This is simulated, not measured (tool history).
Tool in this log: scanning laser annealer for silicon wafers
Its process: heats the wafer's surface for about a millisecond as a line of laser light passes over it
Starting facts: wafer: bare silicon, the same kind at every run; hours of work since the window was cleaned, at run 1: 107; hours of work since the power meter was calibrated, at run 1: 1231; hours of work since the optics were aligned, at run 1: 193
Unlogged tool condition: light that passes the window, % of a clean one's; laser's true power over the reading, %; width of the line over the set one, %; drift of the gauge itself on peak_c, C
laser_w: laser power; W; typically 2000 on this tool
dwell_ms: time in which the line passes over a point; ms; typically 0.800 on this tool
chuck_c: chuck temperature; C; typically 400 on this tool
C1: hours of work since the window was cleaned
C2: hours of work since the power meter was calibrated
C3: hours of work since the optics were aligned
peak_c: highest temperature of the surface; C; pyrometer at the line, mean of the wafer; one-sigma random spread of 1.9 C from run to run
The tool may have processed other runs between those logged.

Run 1, hour 0.0: usual settings; C1 107; C2 1231; C3 193. Result: peak_c 1098 C.
Run 2, hour 63.9: usual settings; C1 141; C2 1265; C3 227. Result: peak_c 1098 C.
Run 3, hour 132.5: usual settings; C1 177; C2 1301; C3 263. Result: peak_c 1098 C.
Run 4, hour 173.2: usual settings; C1 198; C2 1322; C3 285. Result: peak_c 1095 C.
Run 5, hour 235.5: usual settings; C1 231; C2 1355; C3 317. Result: peak_c 1088 C.
Run 6, hour 285.6: usual settings; C1 257; C2 1381; C3 344. Result: peak_c 1088 C.
Run 7, hour 324.0: usual settings; C1 277; C2 1402; C3 364. Result: peak_c 1086 C.
Run 8, hour 376.2: usual settings but chuck_c 396 C; C1 305; C2 1429; C3 391. Result: peak_c 1081 C.
Run 9, hour 428.2: usual settings but dwell_ms 0.738 ms, chuck_c 396 C; C1 332; C2 1456; C3 419. Result: peak_c 1055 C.
Run 10, hour 478.2: usual settings but dwell_ms 0.738 ms, chuck_c 396 C; C1 359; C2 1483; C3 445. Result: peak_c 1052 C.
Run 11, hour 522.3: usual settings but dwell_ms 0.569 ms; C1 382; C2 1506; C3 468. Result: peak_c 983 C.
At hour 585.8: window over the wafer cleaned.
Run 12, hour 595.5: usual settings but dwell_ms 0.569 ms; C1 5; C2 1543; C3 506. Result: peak_c 1006 C.
Run 13, hour 664.1: usual settings but chuck_c 388 C; C1 41; C2 1579; C3 542. Result: peak_c 1096 C.
Run 14, hour 718.7: usual settings but chuck_c 388 C; C1 70; C2 1608; C3 570. Result: peak_c 1089 C.
Run 15, hour 771.5: usual settings but chuck_c 388 C; C1 98; C2 1636; C3 598. Result: peak_c 1089 C.
Run 16, hour 820.9: usual settings but chuck_c 388 C; C1 124; C2 1662; C3 624. Result: peak_c 1090 C.
Run 17, hour 881.1: usual settings but chuck_c 388 C; C1 155; C2 1694; C3 656. Result: peak_c 1085 C.
Run 18, hour 934.0: usual settings but chuck_c 388 C; C1 183; C2 1721; C3 684. Result: peak_c 1083 C.
Run 19, hour 981.2: usual settings but dwell_ms 0.661 ms, chuck_c 388 C; C1 208; C2 1746; C3 708. Result: peak_c 1022 C.
Run 20, hour 1029.7: usual settings but dwell_ms 0.661 ms, chuck_c 388 C; C1 233; C2 1772; C3 734. Result: peak_c 1019 C.
Run 21, hour 1083.8: usual settings but dwell_ms 0.661 ms, chuck_c 388 C; C1 262; C2 1800; C3 762. Result: peak_c 1021 C.
Run 22, hour 1148.0: usual settings but chuck_c 390 C; C1 296; C2 1834; C3 796. Result: peak_c 1073 C.
At hour 1174.7: optics aligned, line set to its width.
Run 23, hour 1202.9: usual settings but chuck_c 390 C; C1 322; C2 1860; C3 15. Result: peak_c 1086 C.
Run 24, hour 1272.9: usual settings but chuck_c 390 C; C1 359; C2 1897; C3 52. Result: peak_c 1084 C.
Run 25, hour 1338.9: usual settings but laser_w 1886 W, dwell_ms 0.892 ms; C1 393; C2 1932; C3 86. Result: peak_c 1077 C.
At hour 1380.0: window over the wafer cleaned.
Run 26, hour 1407.8: usual settings but laser_w 2175 W; C1 15; C2 1967; C3 122. Result: peak_c 1192 C.
Run 27, hour 1467.5: usual settings but laser_w 2053 W, dwell_ms 0.724 ms, chuck_c 387 C; C1 46; C2 1998; C3 153. Result: peak_c 1089 C.
Run 28, hour 1515.6: usual settings but dwell_ms 0.694 ms; C1 71; C2 2023; C3 178. Result: peak_c 1068 C.
Run 29, hour 1575.4: usual settings but dwell_ms 0.694 ms; C1 103; C2 2055; C3 210. Result: peak_c 1068 C.
Run 30, hour 1613.9: usual settings but dwell_ms 0.729 ms, chuck_c 437 C; C1 123; C2 2075; C3 230. Result: peak_c 1113 C.
Run 31, hour 1666.0: usual settings but dwell_ms 0.729 ms, chuck_c 437 C; C1 150; C2 2103; C3 257. Result: peak_c 1111 C.
Run 32, hour 1728.9: usual settings but dwell_ms 0.729 ms, chuck_c 437 C; C1 184; C2 2136; C3 290. Result: peak_c 1113 C.
Run 33, hour 1773.8: usual settings but laser_w 2016 W, dwell_ms 0.859 ms, chuck_c 385 C; C1 207; C2 2159; C3 314. Result: peak_c 1120 C.
Run 34, hour 1842.7: usual settings but laser_w 1782 W, dwell_ms 0.615 ms, chuck_c 394 C; C1 243; C2 2196; C3 350. Result: peak_c 939 C.
Run 35, hour 1910.5: usual settings but dwell_ms 0.982 ms, chuck_c 417 C; C1 279; C2 2231; C3 386. Result: peak_c 1178 C.
Run 36, hour 1962.8: usual settings but laser_w 1759 W, dwell_ms 0.982 ms, chuck_c 407 C; C1 306; C2 2259; C3 413. Result: peak_c 1062 C.
Run 37, hour 2036.1: usual settings but laser_w 1759 W, dwell_ms 0.982 ms, chuck_c 407 C; C1 345; C2 2297; C3 452. Result: peak_c 1063 C.
Run 38, hour 2074.9: usual settings but laser_w 2187 W, chuck_c 374 C; C1 365; C2 2318; C3 472. Result: peak_c 1137 C.
Run 39, hour 2147.9: usual settings but laser_w 2021 W, dwell_ms 0.624 ms, chuck_c 407 C; C1 404; C2 2356; C3 511. Result: peak_c 1026 C.
At hour 2171.6: window over the wafer cleaned.
Run 40, hour 2220.6: usual settings but laser_w 2064 W, chuck_c 396 C; C1 26; C2 2393; C3 548. Result: peak_c 1127 C.
Run 41, hour 2282.9: usual settings but laser_w 1830 W, dwell_ms 0.699 ms, chuck_c 427 C; C1 59; C2 2426; C3 581. Result: peak_c 1028 C.

Across each entry between runs, compare the hidden state at the last listed run before it with the hidden state at the first listed run after it:
From run 11 to run 12: window over the wafer cleaned (hour 585.8)
  light that passes the window, % of a clean one's: 96.32 -> 99.92; laser's true power over the reading, %: 1.53 -> 1.56; width of the line over the set one, %: 1.76 -> 1.88
  measured result minus the result with no hidden state, peak_c: -23 -> +2 C
From run 22 to run 23: optics aligned, line set to its width (hour 1174.7)
  light that passes the window, % of a clean one's: 97.34 -> 97.11; laser's true power over the reading, %: 1.83 -> 1.86; width of the line over the set one, %: 2.9 -> 0.24
  measured result minus the result with no hidden state, peak_c: -20 -> -10 C
From run 25 to run 26: window over the wafer cleaned (hour 1380.0)
  light that passes the window, % of a clean one's: 96.47 -> 99.86; laser's true power over the reading, %: 1.92 -> 1.95; width of the line over the set one, %: 0.49 -> 0.61
  measured result minus the result with no hidden state, peak_c: -16 -> +13 C
From run 39 to run 40: window over the wafer cleaned (hour 2171.6)
  light that passes the window, % of a clean one's: 96.48 -> 99.44; laser's true power over the reading, %: 2.32 -> 2.36; width of the line over the set one, %: 1.96 -> 2.09
  measured result minus the result with no hidden state, peak_c: -17 -> +4 C
